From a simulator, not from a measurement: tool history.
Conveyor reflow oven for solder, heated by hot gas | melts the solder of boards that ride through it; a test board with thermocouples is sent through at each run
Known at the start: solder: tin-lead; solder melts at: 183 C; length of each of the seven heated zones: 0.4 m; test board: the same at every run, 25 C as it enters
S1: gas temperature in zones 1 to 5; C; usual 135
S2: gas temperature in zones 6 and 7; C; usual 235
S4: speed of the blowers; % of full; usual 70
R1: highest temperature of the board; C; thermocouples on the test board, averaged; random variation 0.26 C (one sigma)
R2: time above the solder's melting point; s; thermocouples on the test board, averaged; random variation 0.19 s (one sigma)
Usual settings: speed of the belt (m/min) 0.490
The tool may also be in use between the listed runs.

run 1 hour=0.0 | S1=135 S2=235 speed_of_the_belt_(m/min)=0.490 S4=70 | R1=223.6 R2=81.3
run 2 hour=51.0 | S1=135 S2=241 speed_of_the_belt_(m/min)=0.490 S4=70 | R1=229.3 R2=85.4
run 3 hour=82.9 | S1=135 S2=241 speed_of_the_belt_(m/min)=0.490 S4=70 | R1=228.7 R2=85.2
run 4 hour=117.7 | S1=135 S2=235 speed_of_the_belt_(m/min)=0.490 S4=57 | R1=220.7 R2=78.1
run 5 hour=149.3 | S1=135 S2=235 speed_of_the_belt_(m/min)=0.490 S4=70 | R1=223.3 R2=81.2
run 6 hour=189.6 | S1=135 S2=235 speed_of_the_belt_(m/min)=0.517 S4=70 | R1=221.7 R2=75.1
run 7 hour=230.5 | S1=135 S2=235 speed_of_the_belt_(m/min)=0.517 S4=70 | R1=221.9 R2=74.9
run 8 hour=273.5 | S1=135 S2=235 speed_of_the_belt_(m/min)=0.517 S4=70 | R1=221.0 R2=75.3
-- hour=293.8 flux residue cleaned out of gas plates and filters
run 9 hour=313.2 | S1=135 S2=235 speed_of_the_belt_(m/min)=0.490 S4=70 | R1=224.3 R2=81.7
run 10 hour=338.7 | S1=135 S2=235 speed_of_the_belt_(m/min)=0.490 S4=70 | R1=223.5 R2=81.5
run 11 hour=372.6 | S1=135 S2=235 speed_of_the_belt_(m/min)=0.490 S4=70 | R1=222.9 R2=81.2
run 12 hour=414.9 | S1=135 S2=235 speed_of_the_belt_(m/min)=0.490 S4=70 | R1=223.4 R2=81.4
-- hour=440.3 belt drive overhauled, speed set with a stopwatch
run 13 hour=467.6 | S1=135 S2=235 speed_of_the_belt_(m/min)=0.490 S4=56 | R1=219.1 R2=75.1
run 14 hour=513.5 | S1=135 S2=235 speed_of_the_belt_(m/min)=0.490 S4=56 | R1=219.6 R2=74.7
run 15 hour=542.7 | S1=135 S2=235 speed_of_the_belt_(m/min)=0.514 S4=56 | R1=217.8 R2=69.4

The next listed run, before its measurement:
run 16 hour=577.0 | S1=135 S2=235 speed_of_the_belt_(m/min)=0.514 S4=56 | R1=? R2=?

Run 16 gave R1 217.1 C, R2 69.2 s.
Without the tool's hidden state the same run would have given R1 218.5 C, R2 70.4 s.

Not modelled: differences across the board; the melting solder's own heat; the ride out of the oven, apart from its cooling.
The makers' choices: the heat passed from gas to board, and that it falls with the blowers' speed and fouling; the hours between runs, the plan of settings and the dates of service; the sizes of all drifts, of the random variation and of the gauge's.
